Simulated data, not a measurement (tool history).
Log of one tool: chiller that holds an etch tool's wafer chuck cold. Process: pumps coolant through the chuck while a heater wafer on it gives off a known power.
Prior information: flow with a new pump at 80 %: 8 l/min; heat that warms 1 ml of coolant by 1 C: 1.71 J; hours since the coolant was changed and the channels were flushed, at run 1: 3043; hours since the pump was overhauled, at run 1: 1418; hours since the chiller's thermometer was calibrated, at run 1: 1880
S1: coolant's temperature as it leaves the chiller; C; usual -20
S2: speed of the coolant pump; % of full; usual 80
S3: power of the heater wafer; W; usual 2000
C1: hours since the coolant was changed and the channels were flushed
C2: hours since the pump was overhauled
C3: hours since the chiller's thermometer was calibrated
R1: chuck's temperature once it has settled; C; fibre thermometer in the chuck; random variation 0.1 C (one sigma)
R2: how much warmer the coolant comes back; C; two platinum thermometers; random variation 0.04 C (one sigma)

{"run": 1, "day": 0.0, "S1": -20, "S2": 80, "S3": 2000, "C1": 3043, "C2": 1418, "C3": 1880, "R1": -3.3, "R2": 8.77}
{"run": 2, "day": 1.667, "S1": -20, "S2": 80, "S3": 2000, "C1": 3083, "C2": 1458, "C3": 1920, "R1": -3.2, "R2": 8.8}
{"run": 3, "day": 3.225, "S1": -20, "S2": 80, "S3": 2000, "C1": 3120, "C2": 1495, "C3": 1957, "R1": -3.1, "R2": 8.74}
{"run": 4, "day": 4.8, "S1": -20, "S2": 72, "S3": 2000, "C1": 3158, "C2": 1533, "C3": 1995, "R1": -2, "R2": 9.81}
{"run": 5, "day": 6.396, "S1": -20, "S2": 72, "S3": 2000, "C1": 3196, "C2": 1571, "C3": 2033, "R1": -1.9, "R2": 9.8}
{"run": 6, "day": 7.696, "S1": -20, "S2": 72, "S3": 2000, "C1": 3228, "C2": 1602, "C3": 2065, "R1": -1.9, "R2": 9.67}
{"run": 7, "day": 8.854, "S1": -20, "S2": 80, "S3": 2000, "C1": 3255, "C2": 1630, "C3": 2092, "R1": -3.4, "R2": 8.73}
{"run": 8, "day": 9.679, "S1": -15, "S2": 80, "S3": 2000, "C1": 3275, "C2": 1650, "C3": 2112, "R1": 1.9, "R2": 8.65}
{"run": 9, "day": 11.271, "S1": -20, "S2": 80, "S3": 2000, "C1": 3313, "C2": 1688, "C3": 2150, "R1": -3.2, "R2": 8.66}
{"run": 10, "day": 12.967, "S1": -20, "S2": 80, "S3": 2000, "C1": 3354, "C2": 1729, "C3": 2191, "R1": -3.1, "R2": 8.69}
{"run": 11, "day": 14.317, "S1": -20, "S2": 80, "S3": 2000, "C1": 3386, "C2": 1761, "C3": 2223, "R1": -3.1, "R2": 8.66}
{"run": 12, "day": 15.538, "S1": -20, "S2": 80, "S3": 2000, "C1": 3416, "C2": 1791, "C3": 2253, "R1": -3.4, "R2": 8.67}
{"run": 13, "day": 17.112, "S1": -20, "S2": 80, "S3": 2000, "C1": 3454, "C2": 1828, "C3": 2291, "R1": -3.1, "R2": 8.66}
{"run": 14, "day": 18.679, "S1": -25, "S2": 80, "S3": 2000, "C1": 3491, "C2": 1866, "C3": 2328, "R1": -8.2, "R2": 8.59}
{"run": 15, "day": 20.383, "S1": -25, "S2": 80, "S3": 2000, "C1": 3532, "C2": 1907, "C3": 2369, "R1": -8.2, "R2": 8.61}
{"run": 16, "day": 21.396, "S1": -20, "S2": 80, "S3": 2219, "C1": 3556, "C2": 1931, "C3": 2393, "R1": -1.2, "R2": 9.56}
{"run": 17, "day": 22.971, "S1": -20, "S2": 80, "S3": 2219, "C1": 3594, "C2": 1969, "C3": 2431, "R1": -1.4, "R2": 9.46}
{"run": 18, "day": 24.083, "S1": -20, "S2": 80, "S3": 2219, "C1": 3621, "C2": 1996, "C3": 2458, "R1": -1.4, "R2": 9.45}
{"run": 19, "day": 25.675, "S1": -20, "S2": 80, "S3": 2219, "C1": 3659, "C2": 2034, "C3": 2496, "R1": -1.3, "R2": 9.44}
{"day": 26.692, "done": "gauge calibrated"}
{"run": 20, "day": 26.692, "S1": -20, "S2": 80, "S3": 2670, "C1": 3683, "C2": 2058, "C3": 2520, "R1": 2.6, "R2": 11.73}
{"run": 21, "day": 27.592, "S1": -27, "S2": 72, "S3": 2000, "C1": 3705, "C2": 2080, "C3": 2542, "R1": -8.8, "R2": 9.83}
{"run": 22, "day": 28.371, "S1": -25, "S2": 98, "S3": 2000, "C1": 3724, "C2": 2099, "C3": 2561, "R1": -10.2, "R2": 7.05}
{"run": 23, "day": 29.608, "S1": -27, "S2": 79, "S3": 2199, "C1": 3753, "C2": 2128, "C3": 2590, "R1": -8.4, "R2": 9.76}
{"run": 24, "day": 31.033, "S1": -20, "S2": 80, "S3": 2136, "C1": 3788, "C2": 2162, "C3": 2625, "R1": -2, "R2": 9.45}
{"run": 25, "day": 32.817, "S1": -20, "S2": 80, "S3": 2136, "C1": 3830, "C2": 2205, "C3": 2667, "R1": -2.1, "R2": 9.34}
{"run": 26, "day": 34.088, "S1": -20, "S2": 80, "S3": 2136, "C1": 3861, "C2": 2236, "C3": 2698, "R1": -2.1, "R2": 9.37}
{"run": 27, "day": 35.096, "S1": -20, "S2": 73, "S3": 2000, "C1": 3885, "C2": 2260, "C3": 2722, "R1": -2, "R2": 9.53}
{"run": 28, "day": 36.658, "S1": -20, "S2": 73, "S3": 2000, "C1": 3923, "C2": 2297, "C3": 2760, "R1": -2.1, "R2": 9.59}
{"run": 29, "day": 38.008, "S1": -20, "S2": 73, "S3": 2000, "C1": 3955, "C2": 2330, "C3": 2792, "R1": -2.1, "R2": 9.59}
{"run": 30, "day": 39.479, "S1": -20, "S2": 73, "S3": 2000, "C1": 3990, "C2": 2365, "C3": 2827, "R1": -2, "R2": 9.54}
{"run": 31, "day": 40.588, "S1": -20, "S2": 73, "S3": 2000, "C1": 4017, "C2": 2392, "C3": 2854, "R1": -2.1, "R2": 9.5}
{"run": 32, "day": 41.5, "S1": -28, "S2": 80, "S3": 2000, "C1": 4039, "C2": 2414, "C3": 2876, "R1": -11.2, "R2": 8.65}
{"run": 33, "day": 43.092, "S1": -11, "S2": 73, "S3": 1889, "C1": 4077, "C2": 2452, "C3": 2914, "R1": 6.1, "R2": 8.97}

Below are 3 alternative next runs, each starting from the tool's condition after run 33. Predict each:
{"run": "A", "day": 44.183, "S1": -13, "S2": 82, "S3": 2925, "C1": 4103, "C2": 2478, "C3": 2940, "R1": "?", "R2": "?"}
{"run": "B", "day": 44.183, "S1": -15, "S2": 92, "S3": 2000, "C1": 4103, "C2": 2478, "C3": 2940, "R1": "?", "R2": "?"}
{"run": "C", "day": 44.183, "S1": -29, "S2": 76, "S3": 2000, "C1": 4103, "C2": 2478, "C3": 2940, "R1": "?", "R2": "?"}

run=A R1=11.3 R2=12.27
run=B R1=0.3 R2=7.36
run=C R1=-11.5 R2=9.13
Stripped of hidden state, with their random variation kept, the same runs would have yielded:
run=A R1=11.3 R2=12.46
run=B R1=0.2 R2=7.56
run=C R1=-11.5 R2=9.33

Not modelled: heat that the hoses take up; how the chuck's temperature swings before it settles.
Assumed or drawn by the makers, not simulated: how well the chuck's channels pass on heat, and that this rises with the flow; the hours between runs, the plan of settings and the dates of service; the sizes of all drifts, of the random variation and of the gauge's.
